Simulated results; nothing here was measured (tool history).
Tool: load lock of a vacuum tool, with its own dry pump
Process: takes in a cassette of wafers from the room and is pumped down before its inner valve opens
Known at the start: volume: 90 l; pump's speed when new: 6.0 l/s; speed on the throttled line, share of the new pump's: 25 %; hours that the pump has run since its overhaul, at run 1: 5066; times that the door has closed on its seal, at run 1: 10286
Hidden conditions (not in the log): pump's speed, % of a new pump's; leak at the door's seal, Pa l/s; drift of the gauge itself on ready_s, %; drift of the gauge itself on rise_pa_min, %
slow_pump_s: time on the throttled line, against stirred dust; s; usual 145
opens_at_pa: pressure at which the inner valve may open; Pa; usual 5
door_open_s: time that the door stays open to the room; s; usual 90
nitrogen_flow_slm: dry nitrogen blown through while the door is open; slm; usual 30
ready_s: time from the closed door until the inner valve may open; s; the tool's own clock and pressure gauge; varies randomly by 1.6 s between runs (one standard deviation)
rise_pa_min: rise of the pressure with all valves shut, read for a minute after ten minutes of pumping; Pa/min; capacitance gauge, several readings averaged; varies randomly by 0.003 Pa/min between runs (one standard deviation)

run	day	slow_pump_s	opens_at_pa	door_open_s	nitrogen_flow_slm	hours that the pump has run since its overhaul	times that the door has closed on its seal	incoming humidity of the room's air, %	ready_s	rise_pa_min
1	0.000	145	5	90	30	5066	10286	43.8	259.1	0.018
2	10.279	145	5	90	30	5313	10557	41.6	261.4	0.019
3	33.521	145	5	90	30	5871	11169	45.3	258.9	0.026
4	46.533	145	5	90	30	6183	11511	43.8	259.7	0.025
5	71.450	145	5	90	30	6781	12167	47.3	260.3	0.027
6	92.954	145	5	90	14	7297	12733	40.6	258.3	0.036
7	111.033	145	5	121	30	7731	13209	47.3	261.5	0.022
8	133.171	145	5	90	31	8262	13792	43.3	259.0	0.024
9	152.033	145	5	90	31	8715	14288	46.6	260.5	0.024
10	167.788	145	5	90	31	9093	14703	47.1	260.0	0.019
11	184.083	145	5	90	31	9484	15132	47.4	260.3	0.020
12	206.833	145	5	90	31	10030	15731	46.2	259.4	0.019
13	229.338	145	5	90	31	10570	16324	45.8	260.2	0.025
14	252.508	145	5	90	31	11126	16934	44.1	259.3	0.015
15	276.496	145	5	90	31	11702	17565	45.8	258.4	0.017
16	299.842	145	5	90	30	12262	18180	47.0	259.9	0.026
17	322.458	145	5	90	30	12805	18775	47.1	262.0	0.027
18	333.758	145	5	90	30	13076	19073	43.1	257.7	0.022
19	351.000	145	5	90	30	13490	19526	44.7	259.7	0.023
20	366.988	145	5	90	6	13874	19947	45.7	260.6	0.048
21	379.646	145	5	90	6	14178	20281	43.0	259.8	0.044
22	396.533	145	5	90	6	14583	20725	44.1	258.8	0.050
23	411.242	145	5	90	6	14936	21112	44.1	259.4	0.047
# day 425.283: dry pump taken out, an overhauled one fitted
24	432.354	145	5	90	6	170	21661	45.3	258.4	0.052
25	445.988	76	8	90	20	497	22020	43.2	201.7	0.028
26	459.125	215	5	90	30	812	22366	43.3	314.4	0.017
27	472.267	215	5	90	30	1128	22712	46.3	310.6	0.025
28	483.417	75	5	90	30	1395	23006	43.1	208.2	0.024
29	501.092	185	9	46	7	1819	23471	46.7	278.0	0.037
30	518.929	185	9	46	40	2247	23941	47.8	279.7	0.009
31	535.838	229	10	90	14	2653	24386	48.0	313.9	0.035
32	560.996	229	10	90	14	3257	25048	44.6	311.9	0.034
33	585.983	229	10	90	14	3857	25706	48.4	313.5	0.037
34	610.621	229	10	90	14	4448	26354	44.1	313.3	0.035
35	628.567	229	10	90	14	4879	26827	44.1	313.4	0.035
36	651.100	280	6	90	11	5420	27420	47.1	359.3	0.034
37	671.262	128	6	57	11	5903	27951	45.4	246.3	0.035
38	684.025	200	6	90	35	6210	28287	44.5	297.5	0.019

For each entry between runs, how does the tool's hidden state at the last listed run before it compare with that at the first listed run after it?
From run 23 to run 24: dry pump taken out, an overhauled one fitted (day 425.283)
  pump's speed, % of a new pump's: 99.9 -> 100
